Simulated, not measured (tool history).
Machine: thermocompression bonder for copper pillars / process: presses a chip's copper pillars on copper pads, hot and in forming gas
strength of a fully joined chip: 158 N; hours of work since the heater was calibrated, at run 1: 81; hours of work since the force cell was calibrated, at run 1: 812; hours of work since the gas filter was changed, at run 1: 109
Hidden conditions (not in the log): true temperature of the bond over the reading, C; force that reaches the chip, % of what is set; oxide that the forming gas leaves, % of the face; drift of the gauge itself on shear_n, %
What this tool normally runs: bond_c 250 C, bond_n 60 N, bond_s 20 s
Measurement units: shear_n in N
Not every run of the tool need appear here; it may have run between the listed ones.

run	hour	bond_c	bond_n	bond_s	hours of work since the heater was calibrated	hours of work since the force cell was calibrated	hours of work since the gas filter was changed	shear_n
1	0.0	250	60	20	81	812	109	103.6
# hour 9.7: forming gas filter changed
2	64.9	250	60	20	120	851	33	106.9
3	96.5	250	60	20	139	870	53	104.0
4	153.6	250	60	20	173	905	87	103.4
# hour 199.6: forming gas filter changed
5	203.1	221	60	20	203	935	2	66.9
6	263.7	250	54	20	240	971	39	96.9
# hour 296.6: force cell calibrated
7	315.9	250	54	20	270	12	69	97.8
8	382.9	250	54	25	311	52	110	100.2
# hour 390.1: forming gas filter changed
9	425.4	250	54	25	336	78	21	102.7
10	487.8	250	54	25	374	115	59	101.4
11	541.5	250	54	25	407	148	92	101.3
# hour 578.4: forming gas filter changed
12	603.2	250	54	25	444	185	15	103.1
13	635.0	250	54	25	463	204	34	100.8
14	669.2	250	54	25	484	225	55	99.6
15	716.2	250	54	25	512	253	83	99.3
# hour 766.6: forming gas filter changed
16	771.1	250	60	20	545	286	3	98.2
17	818.8	250	60	20	574	315	32	97.9
18	880.4	234	60	20	611	352	69	76.9
19	922.7	224	40	27	637	378	94	52.8
# hour 954.3: forming gas filter changed
# hour 978.4: heater calibrated with a thermocouple chip
20	980.7	260	60	20	1	412	15	119.5
21	1033.6	233	36	20	33	444	47	60.9
22	1086.8	252	83	24	66	476	79	128.4
# hour 1146.2: forming gas filter changed
23	1146.2	250	89	19	101	511	0	130.7
24	1203.9	250	51	20	136	546	35	97.5
25	1237.1	250	51	20	156	566	55	98.6
26	1297.4	235	59	48	193	603	92	106.7
# hour 1336.3: forming gas filter changed
27	1367.7	235	59	48	235	645	19	110.6
28	1401.3	235	83	15	255	665	39	97.2
29	1441.7	251	53	12	280	690	64	82.3
30	1478.0	250	53	42	302	712	86	117.6
# hour 1525.6: forming gas filter changed
31	1535.8	260	66	22	336	747	6	122.3
32	1598.0	260	66	22	374	784	44	122.5
33	1633.4	260	57	31	395	806	65	121.2
# hour 1712.8: forming gas filter changed
34	1712.8	260	57	31	443	853	0	122.9

Each row is a separate what-if for the run after 34, all from the same tool condition, not one after another. Results?
A	1787.2	224	57	31	488	898	45	?
B	1787.2	246	57	31	488	898	45	?
C	1787.2	232	62	31	488	898	45	?
D	1787.2	270	45	12	488	898	45	?
E	1787.2	264	79	24	488	898	45	?

run	shear_n
A	76.3
B	102.7
C	89.8
D	90.5
E	133.6
Had the tool no hidden state, the same runs would have come out as:
run	shear_n
A	88.9
B	114.8
C	102.4
D	101.8
E	142.3
